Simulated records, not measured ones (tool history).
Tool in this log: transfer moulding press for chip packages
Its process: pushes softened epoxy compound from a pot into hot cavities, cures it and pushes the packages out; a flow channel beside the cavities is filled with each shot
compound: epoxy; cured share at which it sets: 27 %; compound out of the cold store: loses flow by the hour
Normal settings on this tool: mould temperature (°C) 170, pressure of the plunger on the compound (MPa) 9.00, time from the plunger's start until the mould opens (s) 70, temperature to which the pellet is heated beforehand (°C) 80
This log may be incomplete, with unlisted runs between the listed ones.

run,day,mould temperature (°C),pressure of the plunger on the compound (MPa),time from the plunger's start until the mould opens (s),temperature to which the pellet is heated beforehand (°C),incoming compound's hours out of the cold store,length that the compound runs in the flow channel (mm),greatest force on the pins that push the packages out (N)
1,0.000,170,9.00,70,80,37.3,667,610
# day 0.529: cavities cleaned with cleaning compound and waxed
# day 1.954: cavities cleaned with cleaning compound and waxed
2,1.958,170,9.00,70,80,19.3,752,483
# day 2.338: mould's thermocouples calibrated
# day 3.450: cavities cleaned with cleaning compound and waxed
3,3.562,170,9.00,70,80,8.2,791,519
# day 4.783: cavities cleaned with cleaning compound and waxed
4,5.829,164,9.00,70,80,44.1,630,877
# day 6.146: cavities cleaned with cleaning compound and waxed
# day 7.421: cavities cleaned with cleaning compound and waxed
5,7.421,164,9.00,70,80,29.2,691,693
# day 8.362: plunger's sealing rings changed
# day 8.792: cavities cleaned with cleaning compound and waxed
6,9.829,164,9.00,70,80,28.3,744,923
# day 10.238: cavities cleaned with cleaning compound and waxed
# day 11.683: cavities cleaned with cleaning compound and waxed
7,11.808,164,9.00,70,80,35.3,702,688
# day 13.104: cavities cleaned with cleaning compound and waxed
8,13.962,164,9.00,70,80,26.3,729,924
# day 14.371: cavities cleaned with cleaning compound and waxed
# day 15.658: cavities cleaned with cleaning compound and waxed
9,15.658,170,9.00,70,80,18.2,722,478
# day 16.983: cavities cleaned with cleaning compound and waxed
10,16.983,170,9.00,70,80,8.3,781,484
11,18.067,170,9.00,70,80,38.6,636,639
# day 18.271: cavities cleaned with cleaning compound and waxed
12,19.129,170,9.00,70,80,45.7,609,660
# day 19.688: cavities cleaned with cleaning compound and waxed
# day 20.738: plunger's sealing rings changed
# day 21.188: cavities cleaned with cleaning compound and waxed
13,21.717,172,10.92,83,80,14.0,868,501
# day 22.567: cavities cleaned with cleaning compound and waxed
14,23.238,172,10.92,83,80,43.6,703,492
# day 23.917: cavities cleaned with cleaning compound and waxed
# day 25.200: cavities cleaned with cleaning compound and waxed
15,25.750,164,7.02,70,80,13.2,705,950
# day 26.558: cavities cleaned with cleaning compound and waxed
# day 27.875: cavities cleaned with cleaning compound and waxed
16,28.317,164,7.02,70,80,16.1,684,862
# day 29.154: cavities cleaned with cleaning compound and waxed
# day 30.421: cavities cleaned with cleaning compound and waxed
17,30.421,169,7.96,70,80,41.8,595,476
# day 31.717: cavities cleaned with cleaning compound and waxed
18,31.821,170,9.00,89,89,40.4,625,420
# day 33.096: plunger's sealing rings changed
# day 33.158: cavities cleaned with cleaning compound and waxed
19,33.433,163,9.00,74,85,47.7,655,682
# day 34.554: cavities cleaned with cleaning compound and waxed
20,34.738,166,6.81,74,73,15.9,691,618
# day 35.921: cavities cleaned with cleaning compound and waxed
# day 36.325: mould's thermocouples calibrated
# day 37.329: cavities cleaned with cleaning compound and waxed
21,37.338,166,6.81,74,73,43.5,568,498
# day 38.717: cavities cleaned with cleaning compound and waxed
22,39.550,170,9.00,62,73,20.3,731,858
# day 40.083: cavities cleaned with cleaning compound and waxed
# day 41.388: cavities cleaned with cleaning compound and waxed
23,41.933,167,8.63,70,80,10.6,766,751
# day 42.854: cavities cleaned with cleaning compound and waxed
24,43.367,167,8.63,70,80,46.0,597,623

Predict each of these 3 candidate next runs independently; none follows another, all start after run 24:
# day 44.233: cavities cleaned with cleaning compound and waxed
A,45.179,167,9.75,70,78,15.4,?,?
# day 44.233: cavities cleaned with cleaning compound and waxed
B,45.179,169,9.00,51,86,31.6,?,?
# day 44.233: cavities cleaned with cleaning compound and waxed
C,45.179,169,8.63,108,77,34.8,?,?

run,length that the compound runs in the flow channel (mm),greatest force on the pins that push the packages out (N)
A,774,851
B,663,1417
C,643,540
Without the tool's hidden state the same runs would have given:
run,length that the compound runs in the flow channel (mm),greatest force on the pins that push the packages out (N)
A,833,588
B,713,979
C,692,384
